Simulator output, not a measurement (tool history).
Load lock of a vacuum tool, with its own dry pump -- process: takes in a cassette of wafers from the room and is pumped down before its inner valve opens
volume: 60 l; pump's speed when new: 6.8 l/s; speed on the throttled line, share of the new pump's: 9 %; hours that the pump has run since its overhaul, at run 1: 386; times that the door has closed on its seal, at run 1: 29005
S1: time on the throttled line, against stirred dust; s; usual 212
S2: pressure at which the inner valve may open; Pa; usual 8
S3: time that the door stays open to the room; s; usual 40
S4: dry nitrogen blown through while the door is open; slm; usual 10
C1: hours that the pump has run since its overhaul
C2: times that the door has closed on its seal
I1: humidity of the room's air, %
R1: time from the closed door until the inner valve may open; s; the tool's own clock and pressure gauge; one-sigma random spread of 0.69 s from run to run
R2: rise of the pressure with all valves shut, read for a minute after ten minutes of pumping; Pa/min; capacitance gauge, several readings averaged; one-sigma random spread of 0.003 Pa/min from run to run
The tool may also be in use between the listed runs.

{"run": 1, "day": 0.0, "S1": 212, "S2": 8, "S3": 40, "S4": 10, "C1": 386, "C2": 29005, "I1": 44.1, "R1": 275.4, "R2": 0.211}
{"run": 2, "day": 10.321, "S1": 212, "S2": 8, "S3": 40, "S4": 10, "C1": 634, "C2": 30164, "I1": 42.9, "R1": 277.1, "R2": 0.222}
{"run": 3, "day": 16.208, "S1": 212, "S2": 8, "S3": 40, "S4": 10, "C1": 775, "C2": 30824, "I1": 46.3, "R1": 276.5, "R2": 0.229}
{"run": 4, "day": 22.596, "S1": 212, "S2": 8, "S3": 40, "S4": 10, "C1": 928, "C2": 31541, "I1": 46.4, "R1": 276.1, "R2": 0.244}
{"run": 5, "day": 31.988, "S1": 212, "S2": 8, "S3": 40, "S4": 10, "C1": 1154, "C2": 32595, "I1": 47.5, "R1": 276.3, "R2": 0.249}
{"run": 6, "day": 39.638, "S1": 212, "S2": 13, "S3": 40, "S4": 10, "C1": 1337, "C2": 33455, "I1": 44.7, "R1": 271.5, "R2": 0.246}
{"run": 7, "day": 48.354, "S1": 172, "S2": 8, "S3": 40, "S4": 10, "C1": 1547, "C2": 34433, "I1": 46.6, "R1": 241.4, "R2": 0.263}
{"run": 8, "day": 59.283, "S1": 172, "S2": 8, "S3": 40, "S4": 10, "C1": 1809, "C2": 35660, "I1": 45.2, "R1": 240, "R2": 0.269}
{"run": 9, "day": 70.588, "S1": 172, "S2": 8, "S3": 40, "S4": 10, "C1": 2080, "C2": 36929, "I1": 44, "R1": 241.9, "R2": 0.291}
{"run": 10, "day": 80.733, "S1": 172, "S2": 8, "S3": 40, "S4": 10, "C1": 2324, "C2": 38067, "I1": 42.3, "R1": 241.9, "R2": 0.299}
{"run": 11, "day": 89.208, "S1": 172, "S2": 8, "S3": 40, "S4": 10, "C1": 2527, "C2": 39019, "I1": 47.7, "R1": 240.8, "R2": 0.316}
{"run": 12, "day": 96.321, "S1": 212, "S2": 8, "S3": 132, "S4": 10, "C1": 2698, "C2": 39817, "I1": 45.8, "R1": 278, "R2": 0.352}
{"run": 13, "day": 104.9, "S1": 212, "S2": 8, "S3": 132, "S4": 10, "C1": 2904, "C2": 40780, "I1": 45, "R1": 278.9, "R2": 0.357}
{"run": 14, "day": 114.671, "S1": 212, "S2": 8, "S3": 132, "S4": 10, "C1": 3138, "C2": 41877, "I1": 43.5, "R1": 277.6, "R2": 0.378}
{"run": 15, "day": 127.417, "S1": 212, "S2": 8, "S3": 132, "S4": 10, "C1": 3444, "C2": 43308, "I1": 43.6, "R1": 279.5, "R2": 0.389}
{"run": 16, "day": 138.242, "S1": 212, "S2": 8, "S3": 132, "S4": 10, "C1": 3704, "C2": 44523, "I1": 43.4, "R1": 278.9, "R2": 0.404}
{"run": 17, "day": 150.388, "S1": 212, "S2": 8, "S3": 40, "S4": 33, "C1": 3995, "C2": 45886, "I1": 43.8, "R1": 278.3, "R2": 0.372}
{"run": 18, "day": 156.442, "S1": 212, "S2": 8, "S3": 40, "S4": 33, "C1": 4141, "C2": 46566, "I1": 44.6, "R1": 279.2, "R2": 0.388}
{"run": 19, "day": 162.75, "S1": 212, "S2": 8, "S3": 40, "S4": 33, "C1": 4292, "C2": 47274, "I1": 43.2, "R1": 279.1, "R2": 0.388}
{"run": 20, "day": 169.279, "S1": 221, "S2": 8, "S3": 40, "S4": 33, "C1": 4449, "C2": 48007, "I1": 44.6, "R1": 287.1, "R2": 0.395}
{"run": 21, "day": 181.9, "S1": 111, "S2": 8, "S3": 40, "S4": 33, "C1": 4752, "C2": 49424, "I1": 44.1, "R1": 187.9, "R2": 0.419}
{"run": 22, "day": 192.812, "S1": 212, "S2": 15, "S3": 39, "S4": 10, "C1": 5014, "C2": 50648, "I1": 44.3, "R1": 272.6, "R2": 0.456}
{"run": 23, "day": 203.025, "S1": 212, "S2": 15, "S3": 39, "S4": 10, "C1": 5259, "C2": 51795, "I1": 41.2, "R1": 273.4, "R2": 0.476}
{"run": 24, "day": 214.971, "S1": 342, "S2": 11, "S3": 40, "S4": 10, "C1": 5546, "C2": 53136, "I1": 44.5, "R1": 392.8, "R2": 0.477}
{"run": 25, "day": 225.492, "S1": 413, "S2": 14, "S3": 40, "S4": 10, "C1": 5798, "C2": 54317, "I1": 45.8, "R1": 454.9, "R2": 0.491}
{"run": 26, "day": 237.2, "S1": 416, "S2": 16, "S3": 211, "S4": 7, "C1": 6079, "C2": 55631, "I1": 44.9, "R1": 456.7, "R2": 0.557}
{"run": 27, "day": 244.125, "S1": 336, "S2": 8, "S3": 40, "S4": 10, "C1": 6245, "C2": 56409, "I1": 42.8, "R1": 392.2, "R2": 0.519}
{"run": 28, "day": 253.454, "S1": 393, "S2": 16, "S3": 160, "S4": 38, "C1": 6469, "C2": 57456, "I1": 48, "R1": 437.6, "R2": 0.553}
{"run": 29, "day": 263.246, "S1": 212, "S2": 9, "S3": 69, "S4": 10, "C1": 6704, "C2": 58555, "I1": 43.3, "R1": 280.7, "R2": 0.576}
{"run": 30, "day": 271.538, "S1": 212, "S2": 10, "S3": 40, "S4": 11, "C1": 6903, "C2": 59486, "I1": 45.8, "R1": 278.8, "R2": 0.565}
{"run": 31, "day": 280.942, "S1": 212, "S2": 10, "S3": 40, "S4": 11, "C1": 7129, "C2": 60541, "I1": 43.8, "R1": 279.7, "R2": 0.575}
{"run": 32, "day": 287.671, "S1": 212, "S2": 10, "S3": 57, "S4": 9, "C1": 7290, "C2": 61297, "I1": 43.1, "R1": 279.3, "R2": 0.603}
{"run": 33, "day": 293.0, "S1": 212, "S2": 10, "S3": 57, "S4": 9, "C1": 7418, "C2": 61895, "I1": 45.7, "R1": 279, "R2": 0.608}
{"day": 296.292, "done": "door's seal changed, seat wiped"}
{"run": 34, "day": 299.262, "S1": 212, "S2": 13, "S3": 31, "S4": 9, "C1": 7567, "C2": 334, "I1": 46.7, "R1": 275.6, "R2": 0.05}
{"run": 35, "day": 307.617, "S1": 212, "S2": 13, "S3": 31, "S4": 9, "C1": 7767, "C2": 1271, "I1": 45.5, "R1": 276.1, "R2": 0.047}
{"run": 36, "day": 316.962, "S1": 212, "S2": 9, "S3": 40, "S4": 10, "C1": 7992, "C2": 2321, "I1": 46.1, "R1": 281, "R2": 0.06}
{"run": 37, "day": 324.112, "S1": 212, "S2": 9, "S3": 40, "S4": 10, "C1": 8163, "C2": 3123, "I1": 46.6, "R1": 282.1, "R2": 0.061}

Selected run-to-run steps in R1, each split into two signed amounts: the part the tool would show with no hidden state at all (from settings, incoming material and random variation), and the remainder, which goes to the hidden state together with any gauge scatter not common to the measured and the hidden-state-free results:
Unlogged tool condition in this case: pump's speed, % of a new pump's; leak at the door's seal, Pa l/s; drift of the gauge itself on ready_s, %; drift of the gauge itself on rise_pa_min, %.
Run 20 -> 21: S1 221 -> 111. R1 -99.2 s: hidden state +0.6, all else -99.8.
Run 23 -> 24: S1 212 -> 342, S2 15 -> 11, S3 39 -> 40. R1 +119.4 s: hidden state -0.2, all else +119.6.
Run 26 -> 27: S1 416 -> 336, S2 16 -> 8, S3 211 -> 40, S4 7 -> 10. R1 -64.5 s: hidden state +0.9, all else -65.4.
Run 28 -> 29: S1 393 -> 212, S2 16 -> 9, S3 160 -> 69, S4 38 -> 10. R1 -156.9 s: hidden state +1.6, all else -158.5.
Run 35 -> 36: S2 13 -> 9, S3 31 -> 40, S4 9 -> 10. R1 +4.9 s: hidden state +0.7, all else +4.2.

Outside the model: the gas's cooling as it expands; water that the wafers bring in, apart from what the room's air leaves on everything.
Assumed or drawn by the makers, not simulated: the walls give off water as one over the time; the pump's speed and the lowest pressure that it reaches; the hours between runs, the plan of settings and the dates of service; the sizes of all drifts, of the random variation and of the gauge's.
